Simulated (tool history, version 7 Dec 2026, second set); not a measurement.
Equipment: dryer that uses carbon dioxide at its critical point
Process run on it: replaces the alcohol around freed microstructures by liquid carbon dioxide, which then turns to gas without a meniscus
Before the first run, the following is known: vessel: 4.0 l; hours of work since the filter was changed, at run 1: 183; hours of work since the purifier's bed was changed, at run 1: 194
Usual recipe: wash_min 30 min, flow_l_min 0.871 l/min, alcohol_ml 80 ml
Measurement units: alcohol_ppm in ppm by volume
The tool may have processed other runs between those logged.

run    day  wash_min  flow_l_min  alcohol_ml  hours of work since the filter was changed  hours of work since the purifier's bed was changed  alcohol_ppm
  1      0        30       0.871          80                                         183                                                 194          196
  2  0.354        22       0.871          80                                         189                                                 199          659
  3  0.592        40       0.871          80                                         192                                                 203           52
  4  0.954        40       0.871          80                                         198                                                 209           62
  5  1.346        40       0.871          42                                         204                                                 215           26
  6  1.729        40       0.871          42                                         210                                                 221           43
  7  2.054        40       0.871          42                                         215                                                 226           30
  8  2.217        40       0.871          42                                         218                                                 228           38
  9  2.504        40       0.871          49                                         222                                                 233           41
 10    2.7        30       0.602          26                                         225                                                 236          280
 11  3.017        28       1.344          45                                         230                                                 241           32
 12  3.242        28       1.344          45                                         233                                                 244           37
 13  3.412        18       1.381          59                                         236                                                 247          229
 14  3.696        30       1.306          23                                         240                                                 251           24
 15  3.912        20       0.587          97                                         244                                                 255         3043
 16  4.258        36        0.64          80                                         249                                                 260          358
 17  4.425        36        0.64          80                                         252                                                 263          348

5 options for the next run, each taken on its own from the tool as it stands now. Forecast them:
  A  4.783        36       1.077          76                                         257                                                 268            ?
  B  4.783        19        1.05          66                                         257                                                 268            ?
  C  4.783        47       1.203          35                                         257                                                 268            ?
  D  4.783        44       0.545         116                                         257                                                 268            ?
  E  4.783        28       1.136          34                                         257                                                 268            ?

run  alcohol_ppm
  A           46
  B          555
  C           24
  D          423
  E           60
The same runs, with their run-to-run variation unchanged, on a tool lacking any hidden condition would have given:
run  alcohol_ppm
  A           21
  B          386
  C            9
  D          271
  E           31
